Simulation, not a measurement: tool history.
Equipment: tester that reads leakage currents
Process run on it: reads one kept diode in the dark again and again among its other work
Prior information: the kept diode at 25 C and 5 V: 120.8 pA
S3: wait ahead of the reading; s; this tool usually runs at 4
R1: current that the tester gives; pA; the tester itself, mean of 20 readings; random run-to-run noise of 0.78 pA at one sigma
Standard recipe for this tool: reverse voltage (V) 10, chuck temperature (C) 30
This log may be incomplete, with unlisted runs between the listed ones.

run 1 hour=0 | reverse_voltage_(V)=10 chuck_temperature_(C)=30 S3=4 | R1=265.37
run 2 hour=36.9 | reverse_voltage_(V)=3.7 chuck_temperature_(C)=30 S3=4 | R1=160.85
run 3 hour=72.4 | reverse_voltage_(V)=10 chuck_temperature_(C)=30 S3=2.07 | R1=265.23
run 4 hour=102.1 | reverse_voltage_(V)=10 chuck_temperature_(C)=47 S3=4 | R1=958.04
run 5 hour=143.9 | reverse_voltage_(V)=7.3 chuck_temperature_(C)=30 S3=4 | R1=227.4
run 6 hour=190.5 | reverse_voltage_(V)=7.3 chuck_temperature_(C)=30 S3=4 | R1=226.62
run 7 hour=235.9 | reverse_voltage_(V)=7.3 chuck_temperature_(C)=30 S3=4 | R1=226.9
run 8 hour=273.6 | reverse_voltage_(V)=10 chuck_temperature_(C)=30 S3=4 | R1=265.98
run 9 hour=300.2 | reverse_voltage_(V)=2.1 chuck_temperature_(C)=30 S3=4 | R1=121.14
run 10 hour=330.6 | reverse_voltage_(V)=1.1 chuck_temperature_(C)=39 S3=4 | R1=176.71
run 11 hour=386.2 | reverse_voltage_(V)=1.1 chuck_temperature_(C)=39 S3=4 | R1=177.95
run 12 hour=437.9 | reverse_voltage_(V)=1.1 chuck_temperature_(C)=39 S3=4 | R1=177.42
run 13 hour=491.2 | reverse_voltage_(V)=1.1 chuck_temperature_(C)=39 S3=4 | R1=177.48
run 14 hour=530.6 | reverse_voltage_(V)=1.1 chuck_temperature_(C)=39 S3=4 | R1=177.27
run 15 hour=569.3 | reverse_voltage_(V)=1.1 chuck_temperature_(C)=39 S3=4 | R1=177.53
run 16 hour=601.5 | reverse_voltage_(V)=10 chuck_temperature_(C)=23 S3=0.63 | R1=158.79
run 17 hour=655.8 | reverse_voltage_(V)=12.5 chuck_temperature_(C)=46 S3=1.09 | R1=997

What if the next run were any one of these 3? Each begins from the tool's condition after run 17:
run A hour=704 | reverse_voltage_(V)=5.9 chuck_temperature_(C)=30 S3=7.72 | R1=?
run B hour=704 | reverse_voltage_(V)=12.5 chuck_temperature_(C)=28 S3=1.09 | R1=?
run C hour=704 | reverse_voltage_(V)=9.6 chuck_temperature_(C)=46 S3=1.09 | R1=?

run=A R1=204.42
run=B R1=259.92
run=C R1=877.45
With the hidden condition removed and each run's random variation left untouched, the same runs would have given:
run=A R1=199.25
run=B R1=248.55
run=C R1=869.74
